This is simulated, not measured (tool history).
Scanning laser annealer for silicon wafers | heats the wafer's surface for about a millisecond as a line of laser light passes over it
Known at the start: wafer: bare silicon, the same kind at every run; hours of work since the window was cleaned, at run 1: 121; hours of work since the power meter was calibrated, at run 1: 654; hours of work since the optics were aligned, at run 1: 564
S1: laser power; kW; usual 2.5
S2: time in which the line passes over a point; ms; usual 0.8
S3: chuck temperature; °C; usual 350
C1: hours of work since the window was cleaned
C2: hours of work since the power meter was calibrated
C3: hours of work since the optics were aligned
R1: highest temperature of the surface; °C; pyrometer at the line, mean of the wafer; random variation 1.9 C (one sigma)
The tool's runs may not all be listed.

run	hour	S1	S2	S3	C1	C2	C3	R1
1	0	2.5	0.8	350	121	654	564	1101
2	30.1	2.5	0.8	350	139	673	583	1096
3	45.2	2.5	0.902	350	149	682	592	1149
4	73.8	2.5	0.902	350	166	700	610	1149
5	108.2	2.5	0.902	350	187	721	631	1146
6	134.5	2.5	0.902	350	204	737	647	1153
7	167.8	2.5	0.8	350	224	757	667	1097
8	197.3	2.5	0.8	350	242	776	686	1096
9	219.4	2.5	0.8	350	256	789	699	1098
10	238.9	2.144	0.8	350	268	801	711	970
11	262.1	2.144	0.8	350	282	815	725	968
12	285.1	2.457	0.728	350	296	829	740	1045
13	317.1	2.457	0.728	350	316	849	759	1050
14	351.6	2.457	0.728	350	337	870	780	1044
15	380.9	2.177	0.729	317	355	888	798	919
16	410.4	2.259	0.729	317	373	907	817	946
17	437	2.259	0.729	317	390	923	833	947
18	463.4	2.5	0.761	380	406	939	849	1108
19	497	2.5	0.761	380	426	960	870	1110
20	528.1	2.5	0.878	350	446	979	889	1137
21	557.8	2.427	0.65	377	464	997	907	1024
22	583.4	2.727	0.65	361	480	1013	923	1110

3 ways to go on from here, each from the tool as it stands after run 22. What would each give?
A	611.4	2.597	0.91	317	497	1030	940	?
B	611.4	2.442	0.8	362	497	1030	940	?
C	611.4	2.435	0.754	340	497	1030	940	?

run	R1
A	1158
B	1093
C	1041
Without the tool's hidden state the same runs would have given:
run	R1
A	1160
B	1094
C	1043
